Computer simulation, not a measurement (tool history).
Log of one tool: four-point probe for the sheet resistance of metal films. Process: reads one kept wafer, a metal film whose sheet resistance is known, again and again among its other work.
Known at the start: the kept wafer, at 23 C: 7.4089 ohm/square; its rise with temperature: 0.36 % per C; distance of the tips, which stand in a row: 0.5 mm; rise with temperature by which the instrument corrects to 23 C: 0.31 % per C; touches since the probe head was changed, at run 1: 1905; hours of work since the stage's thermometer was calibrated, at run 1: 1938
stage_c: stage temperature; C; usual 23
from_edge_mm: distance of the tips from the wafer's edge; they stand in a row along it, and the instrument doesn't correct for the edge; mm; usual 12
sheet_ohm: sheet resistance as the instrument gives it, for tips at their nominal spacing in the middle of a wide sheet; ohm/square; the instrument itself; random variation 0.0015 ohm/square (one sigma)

| run | hour | stage_c | from_edge_mm | touches since the probe head was changed | hours of work since the stage's thermometer was calibrated | sheet_ohm |
|---|---|---|---|---|---|---|
| 1 | 0.0 | 23 | 12 | 1905 | 1938 | 7.414424 |
| 2 | 71.1 | 23 | 47 | 3439 | 1979 | 7.410063 |
| 3 | 138.2 | 23 | 47 | 4886 | 2017 | 7.410894 |
| 4 | 186.3 | 23 | 5 | 5924 | 2045 | 7.449488 |
| 5 | 241.7 | 28 | 12 | 7119 | 2076 | 7.434887 |
| 6 | 303.9 | 29 | 12 | 8461 | 2112 | 7.441224 |
| 7 | 349.5 | 29 | 12 | 9445 | 2138 | 7.440211 |
| 8 | 406.2 | 29 | 54 | 10669 | 2171 | 7.431969 |
|  | 423.5 | stage's thermometer calibrated |
| 9 | 463.1 | 29 | 54 | 11885 | 23 | 7.433822 |
| 10 | 521.8 | 29 | 54 | 13151 | 56 | 7.432973 |
| 11 | 591.1 | 29 | 54 | 14645 | 96 | 7.433722 |
| 12 | 632.8 | 29 | 54 | 15545 | 120 | 7.432856 |
| 13 | 699.7 | 27 | 54 | 16988 | 158 | 7.423374 |
| 14 | 772.2 | 23 | 12 | 18554 | 200 | 7.415775 |
| 15 | 842.7 | 23 | 12 | 20074 | 240 | 7.414551 |
| 16 | 895.7 | 23 | 12 | 21218 | 271 | 7.416686 |
| 17 | 967.3 | 26 | 6 | 22761 | 311 | 7.449601 |
| 18 | 1029.6 | 29 | 21 | 24104 | 347 | 7.436578 |
| 19 | 1103.1 | 29 | 11 | 25691 | 389 | 7.439676 |
| 20 | 1155.3 | 32 | 11 | 26818 | 419 | 7.452243 |
| 21 | 1197.6 | 18 | 11 | 27730 | 443 | 7.392864 |
| 22 | 1257.7 | 19 | 27 | 29025 | 478 | 7.392792 |
| 23 | 1306.6 | 29 | 10 | 30082 | 506 | 7.442606 |
| 24 | 1369.4 | 34 | 3 | 31437 | 542 | 7.565638 |
| 25 | 1402.3 | 34 | 3 | 32146 | 561 | 7.564717 |
| 26 | 1438.5 | 34 | 3 | 32927 | 581 | 7.560726 |
| 27 | 1499.3 | 33 | 16 | 34239 | 616 | 7.452704 |
| 28 | 1580.4 | 27 | 13 | 35987 | 663 | 7.427692 |
| 29 | 1618.9 | 24 | 4 | 36818 | 685 | 7.476204 |
| 30 | 1693.3 | 35 | 4 | 38424 | 727 | 7.519391 |
| 31 | 1758.7 | 19 | 22 | 39834 | 765 | 7.395012 |

Forecast each of these 4 alternatives for the next run:
| A | 1819.4 | 19 | 6 | 41143 | 800 | ? |
| B | 1819.4 | 25 | 8 | 41143 | 800 | ? |
| C | 1819.4 | 30 | 30 | 41143 | 800 | ? |
| D | 1819.4 | 21 | 23 | 41143 | 800 | ? |

| run | sheet_ohm |
|---|---|
| A | 7.420992 |
| B | 7.432591 |
| C | 7.438830 |
| D | 7.401597 |
Without the tool's hidden state the same runs would have given:
| run | sheet_ohm |
|---|---|
| A | 7.421769 |
| B | 7.433373 |
| C | 7.439614 |
| D | 7.402374 |

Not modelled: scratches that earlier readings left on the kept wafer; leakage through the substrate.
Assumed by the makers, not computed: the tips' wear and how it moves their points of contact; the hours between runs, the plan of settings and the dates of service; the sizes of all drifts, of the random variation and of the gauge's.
